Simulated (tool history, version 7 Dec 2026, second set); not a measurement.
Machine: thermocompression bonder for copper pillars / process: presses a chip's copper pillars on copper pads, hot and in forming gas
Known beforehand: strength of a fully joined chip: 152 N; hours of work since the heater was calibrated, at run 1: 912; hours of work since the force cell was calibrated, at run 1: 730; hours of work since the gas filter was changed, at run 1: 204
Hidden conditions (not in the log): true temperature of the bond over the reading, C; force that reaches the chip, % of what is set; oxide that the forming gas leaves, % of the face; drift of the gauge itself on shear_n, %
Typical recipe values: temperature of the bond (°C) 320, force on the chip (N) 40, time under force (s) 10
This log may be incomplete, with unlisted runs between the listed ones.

run,hour,temperature of the bond (°C),force on the chip (N),time under force (s),hours of work since the heater was calibrated,hours of work since the force cell was calibrated,hours of work since the gas filter was changed,force that shears a chip off (N)
1,0,320,40,10,912,730,204,98.1
2,45.5,320,40,10,932,749,224,98
# hour 57.3: force cell calibrated
# hour 103: forming gas filter changed
3,103.2,320,40,21,956,20,0,123
4,131.5,320,40,21,968,32,12,123.9
5,175.9,320,40,10,987,51,32,104.4
6,219.7,320,40,10,1006,70,51,105.4
7,265.3,320,40,16,1026,90,70,116.1
8,303.6,320,40,16,1043,107,87,115.6
9,347.2,320,40,16,1062,125,106,115.9
10,375.4,341,27,22,1074,138,118,114.2
11,421.4,320,47,17,1094,158,138,122.4
12,468,320,56,9,1114,178,158,115.3
13,509.7,320,56,9,1132,196,176,113.3
14,542.2,327,32,6,1146,210,191,79.3
15,566.8,336,31,15,1157,221,201,106.5
16,605.4,301,59,6,1174,238,218,96.3
17,648.4,301,59,6,1192,256,237,96
# hour 675.1: forming gas filter changed
18,682,301,51,9,1207,270,3,103.1

Alternative continuations, all from the tool just after run 18; predict every row:
A,704.9,342,40,13,1216,280,13,?
B,704.9,325,51,15,1216,280,13,?
C,704.9,349,53,28,1216,280,13,?
D,704.9,301,29,9,1216,280,13,?
E,704.9,320,46,10,1216,280,13,?

run,force that shears a chip off (N)
A,122.3
B,128.5
C,146.6
D,75
E,112.1
Take away the tool's hidden state, keep each run's random variation, and the runs would have read:
run,force that shears a chip off (N)
A,120.7
B,126.9
C,146.3
D,72.7
E,110
